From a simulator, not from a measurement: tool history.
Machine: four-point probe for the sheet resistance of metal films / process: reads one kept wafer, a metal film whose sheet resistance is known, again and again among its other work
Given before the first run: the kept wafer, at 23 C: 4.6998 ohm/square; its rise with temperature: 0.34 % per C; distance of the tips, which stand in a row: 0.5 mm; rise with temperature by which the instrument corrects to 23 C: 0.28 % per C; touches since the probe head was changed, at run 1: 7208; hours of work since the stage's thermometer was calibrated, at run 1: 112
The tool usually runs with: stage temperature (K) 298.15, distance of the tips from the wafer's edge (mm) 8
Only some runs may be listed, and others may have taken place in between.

run   hour  stage temperature (K)  distance of the tips from the wafer's edge (mm)  touches since the probe head was changed  hours of work since the stage's thermometer was calibrated  sheet resistance as the instrument gives it (ohm/square)
  1    0.0                 298.15                                                8                                      7208                                                         112                                                  4.717629
  2    9.0                 298.15                                                8                                      7360                                                         118                                                  4.716887
  3   26.7                 303.15                                                8                                      7659                                                         129                                                  4.730211
  4   45.8                 308.15                                                8                                      7983                                                         142                                                  4.742083
  5   62.1                 308.15                                                8                                      8260                                                         153                                                  4.741603
  6   75.0                 295.15                                                8                                      8477                                                         161                                                  4.708137
  7   83.1                 295.15                                                8                                      8615                                                         167                                                  4.708452
  8   92.2                 300.15                                                8                                      8768                                                         173                                                  4.721956
  9  104.6                 300.15                                                8                                      8978                                                         181                                                  4.720936
 10  117.1                 300.15                                                8                                      9190                                                         189                                                  4.720711
 11  133.6                 300.15                                                8                                      9469                                                         200                                                  4.722977
 12  143.0                 296.15                                                8                                      9628                                                         206                                                  4.711435
 13  155.0                 296.15                                                8                                      9830                                                         214                                                  4.710615
     157.1  -- stage's thermometer calibrated
 14  174.8                 296.15                                                8                                     10157                                                          12                                                  4.712212
 15  189.5                 296.15                                                8                                     10407                                                          21                                                  4.711433
     195.9  -- stage's thermometer calibrated, once more
 16  206.9                 307.15                                                8                                     10692                                                           7                                                  4.739489
 17  218.8                 298.15                                                8                                     10894                                                          15                                                  4.716893
 18  237.4                 298.15                                               25                                     11209                                                          27                                                  4.707891
 19  246.3                 300.15                                                7                                     11359                                                          33                                                  4.724713
 20  256.8                 302.15                                               53                                     11537                                                          40                                                  4.718333
 21  270.3                 303.15                                               40                                     11764                                                          49                                                  4.718933
 22  282.2                 295.15                                                8                                     11966                                                          57                                                  4.708909
 23  301.7                 295.15                                                8                                     12296                                                          70                                                  4.708040
 24  315.4                 291.15                                               11                                     12528                                                          79                                                  4.693089
 25  323.3                 291.15                                               11                                     12662                                                          84                                                  4.693606
 26  332.2                 300.15                                               69                                     12812                                                          90                                                  4.712243
 27  343.7                 295.15                                                8                                     13008                                                          98                                                  4.708128
 28  354.7                 295.15                                                8                                     13193                                                         105                                                  4.711122
 29  372.5                 297.15                                                3                                     13495                                                         117                                                  4.772615
 30  391.3                 298.15                                               13                                     13813                                                         129                                                  4.709618
 31  408.9                 292.15                                               39                                     14110                                                         141                                                  4.690228
 32  427.5                 292.15                                               39                                     14426                                                         153                                                  4.689930
 33  442.5                 303.15                                               19                                     14678                                                         163                                                  4.720692

Consider 5 possible next runs. They are alternatives, not a sequence: every one starts from the tool as it was left by run 33. What does each give?
  A  455.9                 303.15                                                8                                     14905                                                         172                                                         ?
  B  455.9                 299.15                                               27                                     14905                                                         172                                                         ?
  C  455.9                 296.15                                               19                                     14905                                                         172                                                         ?
  D  455.9                 303.15                                               19                                     14905                                                         172                                                         ?
  E  455.9                 294.15                                                8                                     14905                                                         172                                                         ?

run  sheet resistance as the instrument gives it (ohm/square)
  A                                                  4.730014
  B                                                  4.710955
  C                                                  4.703242
  D                                                  4.719659
  E                                                  4.706155
Take away the tool's hidden state, keep each run's random variation, and the runs would have read:
run  sheet resistance as the instrument gives it (ohm/square)
  A                                                  4.728506
  B                                                  4.709443
  C                                                  4.701726
  D                                                  4.718154
  E                                                  4.704633
